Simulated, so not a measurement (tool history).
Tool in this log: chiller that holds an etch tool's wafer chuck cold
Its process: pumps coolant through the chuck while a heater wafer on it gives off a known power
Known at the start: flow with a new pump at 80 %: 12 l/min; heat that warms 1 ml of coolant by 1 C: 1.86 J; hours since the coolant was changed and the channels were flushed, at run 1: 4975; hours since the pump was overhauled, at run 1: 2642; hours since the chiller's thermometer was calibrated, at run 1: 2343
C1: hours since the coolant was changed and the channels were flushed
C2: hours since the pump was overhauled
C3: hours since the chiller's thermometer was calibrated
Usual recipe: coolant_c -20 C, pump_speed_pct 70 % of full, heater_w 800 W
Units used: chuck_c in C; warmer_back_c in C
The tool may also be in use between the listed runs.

run 1 hour=0.0 | coolant_c=-20 pump_speed_pct=70 heater_w=800 | C1=4975 C2=2642 C3=2343 | chuck_c=-8.9 warmer_back_c=2.58
run 2 hour=64.9 | coolant_c=-20 pump_speed_pct=70 heater_w=800 | C1=5040 C2=2707 C3=2408 | chuck_c=-9.1 warmer_back_c=2.59
run 3 hour=118.3 | coolant_c=-20 pump_speed_pct=70 heater_w=616 | C1=5094 C2=2760 C3=2461 | chuck_c=-11.6 warmer_back_c=1.98
run 4 hour=184.1 | coolant_c=-20 pump_speed_pct=70 heater_w=800 | C1=5160 C2=2826 C3=2527 | chuck_c=-9.0 warmer_back_c=2.57
run 5 hour=272.8 | coolant_c=-18 pump_speed_pct=70 heater_w=800 | C1=5248 C2=2915 C3=2615 | chuck_c=-7.0 warmer_back_c=2.56
run 6 hour=400.4 | coolant_c=-18 pump_speed_pct=70 heater_w=800 | C1=5376 C2=3042 C3=2743 | chuck_c=-7.0 warmer_back_c=2.59
run 7 hour=511.4 | coolant_c=-20 pump_speed_pct=70 heater_w=800 | C1=5487 C2=3153 C3=2854 | chuck_c=-9.0 warmer_back_c=2.57
-- hour=561.2 chiller's thermometer calibrated
run 8 hour=574.6 | coolant_c=-20 pump_speed_pct=70 heater_w=800 | C1=5549 C2=3216 C3=13 | chuck_c=-8.8 warmer_back_c=2.58
run 9 hour=629.3 | coolant_c=-20 pump_speed_pct=70 heater_w=1122 | C1=5604 C2=3270 C3=68 | chuck_c=-4.2 warmer_back_c=3.61
run 10 hour=757.9 | coolant_c=-20 pump_speed_pct=70 heater_w=1122 | C1=5732 C2=3399 C3=197 | chuck_c=-4.3 warmer_back_c=3.61
run 11 hour=848.3 | coolant_c=-20 pump_speed_pct=70 heater_w=1122 | C1=5823 C2=3489 C3=287 | chuck_c=-4.2 warmer_back_c=3.62
run 12 hour=939.9 | coolant_c=-20 pump_speed_pct=70 heater_w=598 | C1=5914 C2=3581 C3=379 | chuck_c=-11.4 warmer_back_c=1.93
run 13 hour=1062.6 | coolant_c=-20 pump_speed_pct=85 heater_w=800 | C1=6037 C2=3704 C3=501 | chuck_c=-10.0 warmer_back_c=2.11
run 14 hour=1177.5 | coolant_c=-20 pump_speed_pct=85 heater_w=800 | C1=6152 C2=3819 C3=616 | chuck_c=-9.9 warmer_back_c=2.08
-- hour=1215.7 coolant changed, channels flushed
-- hour=1241.0 chiller's thermometer calibrated, once more
run 15 hour=1289.6 | coolant_c=-20 pump_speed_pct=70 heater_w=700 | C1=73 C2=3924 C3=49 | chuck_c=-11.7 warmer_back_c=2.25
run 16 hour=1409.7 | coolant_c=-20 pump_speed_pct=70 heater_w=800 | C1=193 C2=4044 C3=169 | chuck_c=-10.4 warmer_back_c=2.62
run 17 hour=1533.6 | coolant_c=-21 pump_speed_pct=70 heater_w=1082 | C1=317 C2=4168 C3=293 | chuck_c=-8.1 warmer_back_c=3.55
run 18 hour=1633.7 | coolant_c=-21 pump_speed_pct=70 heater_w=1082 | C1=417 C2=4268 C3=393 | chuck_c=-7.9 warmer_back_c=3.55
run 19 hour=1751.9 | coolant_c=-25 pump_speed_pct=70 heater_w=1087 | C1=535 C2=4386 C3=511 | chuck_c=-11.8 warmer_back_c=3.53
run 20 hour=1862.4 | coolant_c=-13 pump_speed_pct=65 heater_w=1087 | C1=646 C2=4496 C3=621 | chuck_c=1.0 warmer_back_c=3.85
run 21 hour=1987.7 | coolant_c=-13 pump_speed_pct=65 heater_w=1087 | C1=771 C2=4622 C3=747 | chuck_c=1.0 warmer_back_c=3.84
run 22 hour=2091.8 | coolant_c=-21 pump_speed_pct=80 heater_w=896 | C1=875 C2=4726 C3=851 | chuck_c=-11.0 warmer_back_c=2.54
run 23 hour=2213.7 | coolant_c=-21 pump_speed_pct=80 heater_w=896 | C1=997 C2=4848 C3=973 | chuck_c=-11.0 warmer_back_c=2.55
run 24 hour=2299.1 | coolant_c=-11 pump_speed_pct=75 heater_w=579 | C1=1082 C2=4933 C3=1058 | chuck_c=-4.2 warmer_back_c=1.74
run 25 hour=2424.6 | coolant_c=-20 pump_speed_pct=83 heater_w=759 | C1=1208 C2=5059 C3=1184 | chuck_c=-11.7 warmer_back_c=2.11
run 26 hour=2496.5 | coolant_c=-20 pump_speed_pct=73 heater_w=759 | C1=1280 C2=5131 C3=1256 | chuck_c=-10.8 warmer_back_c=2.42
run 27 hour=2597.7 | coolant_c=-20 pump_speed_pct=73 heater_w=759 | C1=1381 C2=5232 C3=1357 | chuck_c=-10.8 warmer_back_c=2.39
run 28 hour=2726.1 | coolant_c=-20 pump_speed_pct=83 heater_w=421 | C1=1509 C2=5360 C3=1485 | chuck_c=-15.4 warmer_back_c=1.12
run 29 hour=2839.9 | coolant_c=-22 pump_speed_pct=67 heater_w=508 | C1=1623 C2=5474 C3=1599 | chuck_c=-15.5 warmer_back_c=1.76
run 30 hour=2969.3 | coolant_c=-22 pump_speed_pct=67 heater_w=508 | C1=1753 C2=5603 C3=1728 | chuck_c=-15.5 warmer_back_c=1.76
run 31 hour=3072.6 | coolant_c=-22 pump_speed_pct=67 heater_w=508 | C1=1856 C2=5707 C3=1832 | chuck_c=-15.3 warmer_back_c=1.76
run 32 hour=3156.4 | coolant_c=-20 pump_speed_pct=92 heater_w=800 | C1=1940 C2=5790 C3=1915 | chuck_c=-11.7 warmer_back_c=1.94

Below are 4 alternative next runs, each starting from the tool's condition after run 32. Predict each:
run A hour=3213.3 | coolant_c=-16 pump_speed_pct=64 heater_w=982 | C1=1997 C2=5847 C3=1972 | chuck_c=? warmer_back_c=?
run B hour=3213.3 | coolant_c=-20 pump_speed_pct=61 heater_w=800 | C1=1997 C2=5847 C3=1972 | chuck_c=? warmer_back_c=?
run C hour=3213.3 | coolant_c=-20 pump_speed_pct=70 heater_w=851 | C1=1997 C2=5847 C3=1972 | chuck_c=? warmer_back_c=?
run D hour=3213.3 | coolant_c=-26 pump_speed_pct=96 heater_w=960 | C1=1997 C2=5847 C3=1972 | chuck_c=? warmer_back_c=?

run=A chuck_c=-2.7 warmer_back_c=3.58
run=B chuck_c=-8.9 warmer_back_c=3.12
run=C chuck_c=-9.2 warmer_back_c=2.84
run=D chuck_c=-16.4 warmer_back_c=2.25
Without the tool's unlogged condition, the same runs would have read:
run=A chuck_c=-3.9 warmer_back_c=3.35
run=B chuck_c=-10.0 warmer_back_c=2.92
run=C chuck_c=-10.3 warmer_back_c=2.66
run=D chuck_c=-17.3 warmer_back_c=2.11

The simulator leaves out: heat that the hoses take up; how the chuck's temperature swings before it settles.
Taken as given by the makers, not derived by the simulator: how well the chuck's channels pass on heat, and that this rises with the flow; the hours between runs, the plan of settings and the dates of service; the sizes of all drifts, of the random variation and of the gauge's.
